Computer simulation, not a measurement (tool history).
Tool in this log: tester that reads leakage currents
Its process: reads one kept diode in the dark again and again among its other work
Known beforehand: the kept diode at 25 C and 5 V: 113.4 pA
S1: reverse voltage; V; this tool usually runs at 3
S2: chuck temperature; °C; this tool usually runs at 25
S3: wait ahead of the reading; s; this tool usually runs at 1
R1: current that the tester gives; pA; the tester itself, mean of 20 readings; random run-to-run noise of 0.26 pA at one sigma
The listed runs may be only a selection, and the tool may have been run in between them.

run     day  S1  S2    S3      R1
  1       0   3  25     1   78.79
  2   2.167   3  25     1   78.37
  3   3.746   3  25     1   78.86
  4   5.929   3  25     1   78.42
  5   7.029   3  22     1    62.5
  6   9.475   3  22     1   61.99
  7  10.575   3  22     1   62.39
  8  11.958   3  22     1   62.25
  9  13.638   3  25     1   77.88
 10  16.171   3  25     1   77.79
 11  17.654   3  25     1   77.76
 12  18.875   3  25     1   77.49
 13  20.275   3  25     1    77.5
 14  21.871   3  25     1   77.59
 15  24.054   3  25     1   77.27
 16  25.346   3  29  0.37  105.01
 17  27.012   3  29  0.37  104.63

Run 18 has not been measured yet. What should we expect?
 18  28.229   3  23   1   ?

Run 18 came out at R1 66.48 pA.
Had the tool carried no hidden state, the very same run would have given R1 73.78 pA.

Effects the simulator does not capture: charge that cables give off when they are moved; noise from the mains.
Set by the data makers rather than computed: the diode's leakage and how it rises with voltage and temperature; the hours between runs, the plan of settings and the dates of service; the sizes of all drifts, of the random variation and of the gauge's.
